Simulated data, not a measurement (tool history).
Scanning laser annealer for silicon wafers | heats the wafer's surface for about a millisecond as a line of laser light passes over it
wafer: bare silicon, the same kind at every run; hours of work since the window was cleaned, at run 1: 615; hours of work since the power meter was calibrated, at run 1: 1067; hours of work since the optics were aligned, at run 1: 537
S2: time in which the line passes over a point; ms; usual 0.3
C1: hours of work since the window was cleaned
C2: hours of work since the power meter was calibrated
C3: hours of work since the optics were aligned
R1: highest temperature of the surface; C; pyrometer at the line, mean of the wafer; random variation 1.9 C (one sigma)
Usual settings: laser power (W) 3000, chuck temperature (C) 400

{"run": 1, "hour": 0.0, "laser power (W)": 3000, "S2": 0.3, "chuck temperature (C)": 400, "C1": 615, "C2": 1067, "C3": 537, "R1": 1115}
{"hour": 25.7, "done": "window over the wafer cleaned"}
{"run": 2, "hour": 77.8, "laser power (W)": 3073, "S2": 0.3, "chuck temperature (C)": 400, "C1": 35, "C2": 1118, "C3": 588, "R1": 1172}
{"run": 3, "hour": 130.3, "laser power (W)": 3073, "S2": 0.3, "chuck temperature (C)": 400, "C1": 69, "C2": 1153, "C3": 623, "R1": 1170}
{"run": 4, "hour": 194.4, "laser power (W)": 3000, "S2": 0.3, "chuck temperature (C)": 399, "C1": 112, "C2": 1195, "C3": 665, "R1": 1145}
{"run": 5, "hour": 228.7, "laser power (W)": 3000, "S2": 0.3, "chuck temperature (C)": 399, "C1": 135, "C2": 1218, "C3": 688, "R1": 1143}
{"run": 6, "hour": 283.6, "laser power (W)": 3000, "S2": 0.3, "chuck temperature (C)": 399, "C1": 171, "C2": 1254, "C3": 724, "R1": 1144}
{"run": 7, "hour": 340.7, "laser power (W)": 3000, "S2": 0.3, "chuck temperature (C)": 399, "C1": 209, "C2": 1292, "C3": 762, "R1": 1141}
{"run": 8, "hour": 413.4, "laser power (W)": 3000, "S2": 0.3, "chuck temperature (C)": 400, "C1": 257, "C2": 1341, "C3": 811, "R1": 1137}
{"run": 9, "hour": 474.1, "laser power (W)": 3000, "S2": 0.3, "chuck temperature (C)": 418, "C1": 298, "C2": 1381, "C3": 851, "R1": 1153}
{"run": 10, "hour": 552.2, "laser power (W)": 3000, "S2": 0.235, "chuck temperature (C)": 400, "C1": 350, "C2": 1433, "C3": 903, "R1": 1050}
{"run": 11, "hour": 595.4, "laser power (W)": 3000, "S2": 0.3, "chuck temperature (C)": 400, "C1": 378, "C2": 1461, "C3": 931, "R1": 1127}
{"run": 12, "hour": 634.6, "laser power (W)": 3000, "S2": 0.3, "chuck temperature (C)": 400, "C1": 404, "C2": 1487, "C3": 957, "R1": 1128}
{"run": 13, "hour": 704.7, "laser power (W)": 3000, "S2": 0.3, "chuck temperature (C)": 400, "C1": 451, "C2": 1534, "C3": 1004, "R1": 1122}
{"run": 14, "hour": 759.2, "laser power (W)": 3000, "S2": 0.3, "chuck temperature (C)": 384, "C1": 487, "C2": 1570, "C3": 1040, "R1": 1104}
{"run": 15, "hour": 802.2, "laser power (W)": 3000, "S2": 0.346, "chuck temperature (C)": 384, "C1": 515, "C2": 1599, "C3": 1069, "R1": 1157}
{"run": 16, "hour": 842.1, "laser power (W)": 3000, "S2": 0.346, "chuck temperature (C)": 384, "C1": 542, "C2": 1625, "C3": 1095, "R1": 1152}
{"run": 17, "hour": 890.6, "laser power (W)": 3000, "S2": 0.3, "chuck temperature (C)": 395, "C1": 574, "C2": 1657, "C3": 1127, "R1": 1105}
{"run": 18, "hour": 934.7, "laser power (W)": 3000, "S2": 0.369, "chuck temperature (C)": 400, "C1": 603, "C2": 1687, "C3": 1157, "R1": 1188}
{"hour": 979.3, "done": "window over the wafer cleaned"}
{"run": 19, "hour": 986.9, "laser power (W)": 3000, "S2": 0.369, "chuck temperature (C)": 400, "C1": 5, "C2": 1720, "C3": 1190, "R1": 1231}
{"run": 20, "hour": 1060.4, "laser power (W)": 3000, "S2": 0.369, "chuck temperature (C)": 400, "C1": 54, "C2": 1769, "C3": 1239, "R1": 1225}
{"run": 21, "hour": 1111.9, "laser power (W)": 2765, "S2": 0.28, "chuck temperature (C)": 400, "C1": 88, "C2": 1803, "C3": 1273, "R1": 1063}
{"run": 22, "hour": 1179.4, "laser power (W)": 2765, "S2": 0.28, "chuck temperature (C)": 400, "C1": 133, "C2": 1848, "C3": 1318, "R1": 1061}
{"run": 23, "hour": 1251.0, "laser power (W)": 3216, "S2": 0.327, "chuck temperature (C)": 400, "C1": 180, "C2": 1895, "C3": 1365, "R1": 1217}
{"run": 24, "hour": 1302.1, "laser power (W)": 2961, "S2": 0.337, "chuck temperature (C)": 400, "C1": 214, "C2": 1929, "C3": 1399, "R1": 1167}
{"hour": 1331.4, "done": "optics aligned, line set to its width"}
{"run": 25, "hour": 1362.3, "laser power (W)": 3000, "S2": 0.214, "chuck temperature (C)": 420, "C1": 251, "C2": 1966, "C3": 20, "R1": 1045}
{"run": 26, "hour": 1413.3, "laser power (W)": 2864, "S2": 0.214, "chuck temperature (C)": 420, "C1": 285, "C2": 2000, "C3": 54, "R1": 1018}
{"run": 27, "hour": 1464.1, "laser power (W)": 2864, "S2": 0.225, "chuck temperature (C)": 410, "C1": 319, "C2": 2033, "C3": 88, "R1": 1020}
{"run": 28, "hour": 1506.7, "laser power (W)": 3000, "S2": 0.3, "chuck temperature (C)": 386, "C1": 347, "C2": 2062, "C3": 116, "R1": 1116}

Forecast each of these 5 alternatives for the next run:
{"run": "A", "hour": 1566.2, "laser power (W)": 2800, "S2": 0.29, "chuck temperature (C)": 378, "C1": 386, "C2": 2101, "C3": 156, "R1": "?"}
{"run": "B", "hour": 1566.2, "laser power (W)": 3000, "S2": 0.222, "chuck temperature (C)": 400, "C1": 386, "C2": 2101, "C3": 156, "R1": "?"}
{"run": "C", "hour": 1566.2, "laser power (W)": 2728, "S2": 0.237, "chuck temperature (C)": 432, "C1": 386, "C2": 2101, "C3": 156, "R1": "?"}
{"run": "D", "hour": 1566.2, "laser power (W)": 3000, "S2": 0.264, "chuck temperature (C)": 417, "C1": 386, "C2": 2101, "C3": 156, "R1": "?"}
{"run": "E", "hour": 1566.2, "laser power (W)": 2727, "S2": 0.218, "chuck temperature (C)": 400, "C1": 386, "C2": 2101, "C3": 156, "R1": "?"}

run=A R1=1055
run=B R1=1028
run=C R1=1029
run=D R1=1102
run=E R1=969
Without the tool's hidden state the same runs would have given:
run=A R1=1085
run=B R1=1056
run=C R1=1056
run=D R1=1133
run=E R1=995

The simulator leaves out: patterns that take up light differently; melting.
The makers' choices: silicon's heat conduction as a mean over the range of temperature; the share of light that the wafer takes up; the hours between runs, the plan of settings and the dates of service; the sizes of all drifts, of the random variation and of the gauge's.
